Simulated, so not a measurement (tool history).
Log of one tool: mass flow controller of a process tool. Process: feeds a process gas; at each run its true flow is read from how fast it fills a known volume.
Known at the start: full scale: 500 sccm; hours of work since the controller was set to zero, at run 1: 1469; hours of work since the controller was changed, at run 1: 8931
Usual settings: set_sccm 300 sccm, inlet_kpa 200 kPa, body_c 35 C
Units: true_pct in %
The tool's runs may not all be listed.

| run | day | set_sccm | inlet_kpa | body_c | hours of work since the controller was set to zero | hours of work since the controller was changed | true_pct |
|---|---|---|---|---|---|---|---|
| 1 | 0 | 300 | 200 | 35 | 1469 | 8931 | 98.1 |
| 2 | 23.788 | 300 | 200 | 35 | 1734 | 9196 | 98.25 |
| 3 | 38.158 | 300 | 200 | 35 | 1894 | 9356 | 98.38 |
| 4 | 52.392 | 300 | 200 | 35 | 2053 | 9514 | 98.41 |
| 5 | 69.254 | 300 | 200 | 35 | 2241 | 9702 | 98.39 |
| 6 | 93.092 | 300 | 200 | 35 | 2506 | 9967 | 98.6 |
| 7 | 107.833 | 300 | 200 | 35 | 2670 | 10132 | 98.82 |
| 8 | 127.946 | 300 | 200 | 35 | 2894 | 10356 | 98.92 |
| 9 | 146.362 | 453 | 200 | 35 | 3099 | 10561 | 99.74 |
| 10 | 162.158 | 453 | 200 | 35 | 3275 | 10737 | 99.78 |
| 11 | 177.642 | 453 | 200 | 35 | 3448 | 10909 | 99.92 |
| 12 | 196.858 | 188 | 203 | 35 | 3662 | 11123 | 98.68 |
| 13 | 213.758 | 358 | 247 | 21 | 3850 | 11311 | 100.69 |
| 14 | 228.758 | 358 | 201 | 22 | 4017 | 11478 | 100.79 |
| 15 | 241.904 | 299 | 142 | 25 | 4163 | 11625 | 100.51 |
| 16 | 262.3 | 299 | 142 | 25 | 4391 | 11852 | 100.52 |
| 17 | 283.104 | 52 | 144 | 31 | 4622 | 12084 | 98.91 |

Hidden state or all else? Some run-to-run changes of true_pct, split into what the settings, what came in and random variation would give without the hidden state, and what is left for the hidden state (with any gauge scatter that isn't in both results):
The hidden state here: flow at rest that the sensor doesn't see, % of full scale; true flow over the shown one, %; drift of the gauge itself on true_pct, %.
Run 1 -> 2: no setting changed, nothing entered. true_pct +0.15 %: hidden state +0.13, all else +0.02.
Run 12 -> 13: set_sccm 188 -> 358, inlet_kpa 203 -> 247, body_c 35 -> 21. true_pct +2.01 %: hidden state +0.11, all else +1.9.
